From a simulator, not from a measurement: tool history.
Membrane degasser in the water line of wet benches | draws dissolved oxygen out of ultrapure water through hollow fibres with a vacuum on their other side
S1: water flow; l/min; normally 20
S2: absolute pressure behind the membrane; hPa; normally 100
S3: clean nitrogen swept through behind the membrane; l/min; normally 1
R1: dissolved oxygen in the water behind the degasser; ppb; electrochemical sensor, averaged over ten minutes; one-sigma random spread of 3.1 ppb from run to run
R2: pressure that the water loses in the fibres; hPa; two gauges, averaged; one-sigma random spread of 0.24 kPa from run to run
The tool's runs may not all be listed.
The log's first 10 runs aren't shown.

run    hour  S1   S2    S3      R1     R2
 11   439.4  20  100  2.01   180.3  622.3
 12   473.3  20  100     1   323.3  617.5
 13   517.5  20  100     1   327.2  622.8
 14   553.9  20  100     1   323.7  620.2
 15     582  20  100     1   321.7  621.3
 16   629.7  20  100     1   317.7  620.5
 17   672.4  21  100  2.44   162.6  655.9
 18     726  28  100   0.6   667.9  872.9
 19     768  28  100   0.6   654.7  872.5
 20   829.6  28  100  1.34   380.3  876.6
 21   868.7  28  100  1.34   384.6  878.8
 22   922.4  25  229  0.93  1065.4  772.7
 23   970.4  25  229  0.93  1060.1  778.9
 24  1010.6  15   84  2.41    84.6  468.6
 25  1070.9  18  104  0.63   439.4  561.8
 26  1098.4  20  100  1.11   295.6  621.4
 27  1131.5  19   79  1.11   203.5  594.5
 28  1192.8  18   98     1     287  561.1
 29  1255.8  18   98     1   280.8  562.5
 30  1295.1  15  100  0.82   287.4  465.8
 31  1345.6  15  100  0.82   292.8  466.3

Each row is a separate what-if for the run after 31, all from the same tool condition, not one after another. Results?
  A  1382.9  24   76  0.82   ?   ?
  B  1382.9  20  100  0.44   ?   ?
  C  1382.9  20   79  1.69   ?   ?
  D  1382.9  15  109  2.78   ?   ?

run     R1     R2
  A    315  746.3
  B  593.9  623.5
  C  151.6  624.7
  D    107  468.3
What these runs would have given with no unlogged condition in the tool:
run     R1     R2
  A  296.5    734
  B  573.7  613.2
  C  141.7  614.4
  D  101.2  460.5
